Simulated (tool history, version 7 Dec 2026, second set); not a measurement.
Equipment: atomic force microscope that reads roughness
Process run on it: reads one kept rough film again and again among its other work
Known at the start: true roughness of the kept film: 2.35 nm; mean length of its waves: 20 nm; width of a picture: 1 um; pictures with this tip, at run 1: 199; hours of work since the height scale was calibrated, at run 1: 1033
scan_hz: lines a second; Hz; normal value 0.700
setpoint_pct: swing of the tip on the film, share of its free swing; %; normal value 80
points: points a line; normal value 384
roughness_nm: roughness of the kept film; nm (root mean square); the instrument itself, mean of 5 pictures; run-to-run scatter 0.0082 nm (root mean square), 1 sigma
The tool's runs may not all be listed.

run    hour  scan_hz  setpoint_pct  points  pictures with this tip  hours of work since the height scale was calibrated  roughness_nm
  1     0.0    0.700            80     384                     199                                                 1033         1.767
  2    35.8    0.700            80     773                     266                                                 1054         1.807
       39.7  -- new tip fitted
  3    99.0    0.700            80     877                     111                                                 1090         1.807
  4   132.0    0.700            80     877                     172                                                 1109         1.796
  5   170.7    0.700            80     877                     244                                                 1131         1.794
      186.0  -- new tip fitted
  6   213.1    0.700            80     877                      50                                                 1155         1.814
  7   257.7    0.700            80     752                     134                                                 1181         1.810
  8   314.1    0.700            80     384                     239                                                 1214         1.777
      335.9  -- new tip fitted
      368.3  -- height scale calibrated on a step standard
  9   368.3    0.700            80     384                      58                                                    0         1.790
 10   424.9    0.700            80     384                     163                                                   33         1.763
 11   455.4    0.700            80     384                     220                                                   50         1.782
      486.5  -- new tip fitted
 12   514.0    0.700            80     384                      52                                                   84         1.783
 13   574.1    0.700            80     384                     164                                                  119         1.794
 14   626.7    0.993            80     384                     262                                                  149         1.738
      634.0  -- new tip fitted
 15   671.9    0.700            80     384                      70                                                  175         1.776
 16   731.3    0.973            80     384                     181                                                  209         1.756
 17   758.0    0.973            68     384                     231                                                  225         1.805
      781.0  -- new tip fitted
 18   810.5    0.973            68     384                      55                                                  255         1.794
 19   862.7    3.665            80     384                     152                                                  285         1.475
 20   911.1    0.700            80     384                     242                                                  313         1.776
      930.3  -- new tip fitted
 21   972.8    0.700            80     384                      79                                                  348         1.785
 22  1028.3    0.700            80     384                     183                                                  380         1.784
 23  1060.1    0.700            80     384                     242                                                  399         1.765
     1075.8  -- new tip fitted
 24  1123.9    0.700            80     384                      89                                                  435         1.780
 25  1187.2    0.700            80     384                     207                                                  472         1.773
     1223.1  -- new tip fitted
 26  1225.1    0.700            80     384                       4                                                  494         1.782
 27  1263.3    0.855            81     683                      75                                                  516         1.776
 28  1301.5    0.855            81     683                     146                                                  538         1.776
 29  1362.4    0.855            73     738                     260                                                  573         1.824
     1371.1  -- new tip fitted
 30  1399.3    2.040            84     341                      53                                                  594         1.582
 31  1454.1    2.334            80     384                     155                                                  626         1.607
 32  1501.8    2.119            87     410                     244                                                  653         1.551
     1518.3  -- new tip fitted
 33  1531.5    0.502            72     596                      24                                                  670         1.861
 34  1576.7    0.817            65     596                     109                                                  696         1.846
 35  1627.8    0.817            65     596                     204                                                  726         1.835
     1666.2  -- new tip fitted
 36  1687.7    0.700            66     311                      40                                                  760         1.816
 37  1732.9    0.700            66     311                     124                                                  786         1.788
 38  1777.7    0.700            66     311                     207                                                  812         1.814
     1816.2  -- new tip fitted
 39  1833.9    1.008            70     568                      33                                                  844         1.806
 40  1866.1    2.669            90     725                      93                                                  863         1.458
 41  1911.5    2.669            90     360                     178                                                  889         1.435
     1962.0  -- new tip fitted
 42  1967.1    1.987            59     384                      10                                                  921         1.794
 43  1997.0    0.504            80     384                      66                                                  938         1.809
 44  2043.8    0.700            80     375                     153                                                  966         1.776
 45  2071.5    0.700            80     375                     204                                                  982         1.781
     2111.3  -- new tip fitted
 46  2118.1    0.700            80     375                      12                                                 1008         1.778
 47  2173.1    2.695            70     362                     115                                                 1040         1.674

Hidden condition of the tool, last listed run before each entry between runs versus first listed run after:
Between runs 2 and 3: new tip fitted (hour 39.7)
  radius of the tip, nm: 10.2 -> 10.1
Between runs 5 and 6: new tip fitted (hour 186.0)
  radius of the tip, nm: 10.2 -> 10.1; height scale over the true one, %: -0.01 -> -0.02
Between runs 8 and 9: new tip fitted (hour 335.9); height scale calibrated on a step standard (hour 368.3)
  radius of the tip, nm: 10.2 -> 10.1; height scale over the true one, %: -0.02 -> 0
Between runs 11 and 12: new tip fitted (hour 486.5)
  radius of the tip, nm: 10.2 -> 10.1
Between runs 14 and 15: new tip fitted (hour 634.0)
  radius of the tip, nm: 10.3 -> 10.1; height scale over the true one, %: 0 -> -0.01
Between runs 17 and 18: new tip fitted (hour 781.0)
  radius of the tip, nm: 10.2 -> 10
Between runs 20 and 21: new tip fitted (hour 930.3)
  radius of the tip, nm: 10.2 -> 10.1
Between runs 23 and 24: new tip fitted (hour 1075.8)
  radius of the tip, nm: 10.2 -> 10.1
Between runs 25 and 26: new tip fitted (hour 1223.1)
  radius of the tip, nm: 10.2 -> 10
Between runs 29 and 30: new tip fitted (hour 1371.1)
  radius of the tip, nm: 10.2 -> 10.1
Between runs 32 and 33: new tip fitted (hour 1518.3)
  radius of the tip, nm: 10.2 -> 10
Between runs 35 and 36: new tip fitted (hour 1666.2)
  radius of the tip, nm: 10.2 -> 10
Between runs 38 and 39: new tip fitted (hour 1816.2)
  radius of the tip, nm: 10.2 -> 10
Between runs 41 and 42: new tip fitted (hour 1962.0)
  radius of the tip, nm: 10.2 -> 10
Between runs 45 and 46: new tip fitted (hour 2111.3)
  radius of the tip, nm: 10.2 -> 10
